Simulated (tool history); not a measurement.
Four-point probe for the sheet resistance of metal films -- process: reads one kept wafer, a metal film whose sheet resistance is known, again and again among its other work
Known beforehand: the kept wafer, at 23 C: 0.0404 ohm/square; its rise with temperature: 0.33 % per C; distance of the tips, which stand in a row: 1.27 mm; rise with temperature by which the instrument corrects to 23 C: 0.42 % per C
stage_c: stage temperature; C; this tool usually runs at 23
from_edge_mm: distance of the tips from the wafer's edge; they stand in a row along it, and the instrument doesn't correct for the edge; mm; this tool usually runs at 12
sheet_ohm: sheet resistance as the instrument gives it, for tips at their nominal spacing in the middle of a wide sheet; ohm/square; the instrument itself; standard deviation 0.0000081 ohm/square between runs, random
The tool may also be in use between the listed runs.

Run 1, hour 0: usual settings. Result: sheet_ohm 0.040204 ohm/square.
Run 2, hour 42.7: usual settings but from_edge_mm 34 mm. Result: sheet_ohm 0.040004 ohm/square.
Run 3, hour 80.4: usual settings but stage_c 27 C, from_edge_mm 34 mm. Result: sheet_ohm 0.039851 ohm/square.
Run 4, hour 112.6: usual settings but stage_c 27 C, from_edge_mm 34 mm. Result: sheet_ohm 0.039847 ohm/square.
Run 5, hour 145.7: usual settings but stage_c 27 C, from_edge_mm 34 mm. Result: sheet_ohm 0.039834 ohm/square.
Run 6, hour 182.1: usual settings but stage_c 27 C, from_edge_mm 34 mm. Result: sheet_ohm 0.039835 ohm/square.
Run 7, hour 214.8: usual settings but stage_c 33 C, from_edge_mm 15 mm. Result: sheet_ohm 0.039758 ohm/square.
Run 8, hour 239.1: usual settings but stage_c 33 C, from_edge_mm 15 mm. Result: sheet_ohm 0.039746 ohm/square.
Run 9, hour 274.5: usual settings but stage_c 33 C, from_edge_mm 15 mm. Result: sheet_ohm 0.039731 ohm/square.
Run 10, hour 297.2: usual settings but stage_c 33 C, from_edge_mm 15 mm. Result: sheet_ohm 0.039734 ohm/square.
Run 11, hour 341.1: usual settings but stage_c 24 C, from_edge_mm 7 mm. Result: sheet_ohm 0.040569 ohm/square.

Consider 4 possible next runs. They are alternatives, not a sequence: every one starts from the tool as it was left by run 11. What does each give?
Run A, hour 374.9: usual settings but stage_c 26 C, from_edge_mm 41 mm. Result: sheet_ohm ?.
Run B, hour 374.9: usual settings but stage_c 29 C. Result: sheet_ohm ?.
Run C, hour 374.9: usual settings but from_edge_mm 37 mm. Result: sheet_ohm ?.
Run D, hour 374.9: usual settings but from_edge_mm 48 mm. Result: sheet_ohm ?.

run  sheet_ohm
  A   0.039818
  B   0.039933
  C    0.03991
  D   0.039911
With no hidden state in the tool, these same runs would have given:
run  sheet_ohm
  A   0.040327
  B   0.040443
  C   0.040421
  D   0.040422
